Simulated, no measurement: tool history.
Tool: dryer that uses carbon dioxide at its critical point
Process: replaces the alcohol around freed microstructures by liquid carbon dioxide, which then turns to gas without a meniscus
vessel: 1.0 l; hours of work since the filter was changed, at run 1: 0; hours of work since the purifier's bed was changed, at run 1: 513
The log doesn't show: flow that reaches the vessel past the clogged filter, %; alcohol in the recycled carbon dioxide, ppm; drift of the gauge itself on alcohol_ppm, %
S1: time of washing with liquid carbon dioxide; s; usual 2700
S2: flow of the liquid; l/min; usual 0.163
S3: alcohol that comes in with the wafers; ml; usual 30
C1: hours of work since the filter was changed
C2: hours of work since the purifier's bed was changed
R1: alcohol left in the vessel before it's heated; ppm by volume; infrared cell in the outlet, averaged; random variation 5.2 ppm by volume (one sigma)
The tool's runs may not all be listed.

run 1 day=0.000 | S1=2700 S2=0.163 S3=30 | C1=0 C2=513 | R1=113
run 2 day=0.712 | S1=2700 S2=0.163 S3=30 | C1=12 C2=525 | R1=115
run 3 day=1.612 | S1=2700 S2=0.163 S3=30 | C1=27 C2=540 | R1=120
run 4 day=2.221 | S1=2700 S2=0.163 S3=30 | C1=38 C2=551 | R1=135
run 5 day=3.229 | S1=2700 S2=0.163 S3=30 | C1=55 C2=568 | R1=131
run 6 day=3.758 | S1=2700 S2=0.163 S3=30 | C1=64 C2=577 | R1=144
run 7 day=4.750 | S1=2700 S2=0.163 S3=30 | C1=81 C2=593 | R1=147
run 8 day=5.558 | S1=2700 S2=0.163 S3=30 | C1=94 C2=607 | R1=148
run 9 day=6.488 | S1=2700 S2=0.163 S3=30 | C1=110 C2=623 | R1=155
run 10 day=7.238 | S1=2700 S2=0.163 S3=30 | C1=123 C2=636 | R1=164
run 11 day=7.717 | S1=2700 S2=0.163 S3=30 | C1=131 C2=644 | R1=162
run 12 day=8.700 | S1=2700 S2=0.163 S3=30 | C1=147 C2=660 | R1=166
run 13 day=9.588 | S1=2700 S2=0.163 S3=30 | C1=163 C2=675 | R1=167
run 14 day=10.204 | S1=2640 S2=0.163 S3=73 | C1=173 C2=686 | R1=439
-- day=10.500 inlet filter changed
run 15 day=11.062 | S1=2520 S2=0.163 S3=89 | C1=10 C2=700 | R1=424
run 16 day=12.058 | S1=2880 S2=0.163 S3=49 | C1=26 C2=717 | R1=146
run 17 day=12.983 | S1=2880 S2=0.163 S3=49 | C1=42 C2=732 | R1=151
run 18 day=13.429 | S1=2580 S2=0.111 S3=114 | C1=50 C2=740 | R1=2779
run 19 day=14.271 | S1=2580 S2=0.111 S3=114 | C1=64 C2=754 | R1=2898
run 20 day=15.012 | S1=2580 S2=0.111 S3=44 | C1=76 C2=767 | R1=1162
run 21 day=15.500 | S1=3660 S2=0.144 S3=36 | C1=85 C2=775 | R1=76
run 22 day=15.962 | S1=3660 S2=0.144 S3=36 | C1=93 C2=783 | R1=75
run 23 day=16.888 | S1=3660 S2=0.144 S3=36 | C1=108 C2=799 | R1=84
run 24 day=17.521 | S1=1980 S2=0.163 S3=30 | C1=119 C2=809 | R1=570
run 25 day=18.012 | S1=2700 S2=0.163 S3=108 | C1=127 C2=818 | R1=504
run 26 day=18.892 | S1=2700 S2=0.140 S3=88 | C1=142 C2=832 | R1=868

How the hidden state differs across the entries between the runs, from the last listed run before each to the first after it:
Between runs 14 and 15: inlet filter changed (day 10.500)
  flow that reaches the vessel past the clogged filter, %: 91.3 -> 99.5; alcohol in the recycled carbon dioxide, ppm: 32.8 -> 33.3
  measured less the result without the state, R1: +189 -> +39 ppm by volume

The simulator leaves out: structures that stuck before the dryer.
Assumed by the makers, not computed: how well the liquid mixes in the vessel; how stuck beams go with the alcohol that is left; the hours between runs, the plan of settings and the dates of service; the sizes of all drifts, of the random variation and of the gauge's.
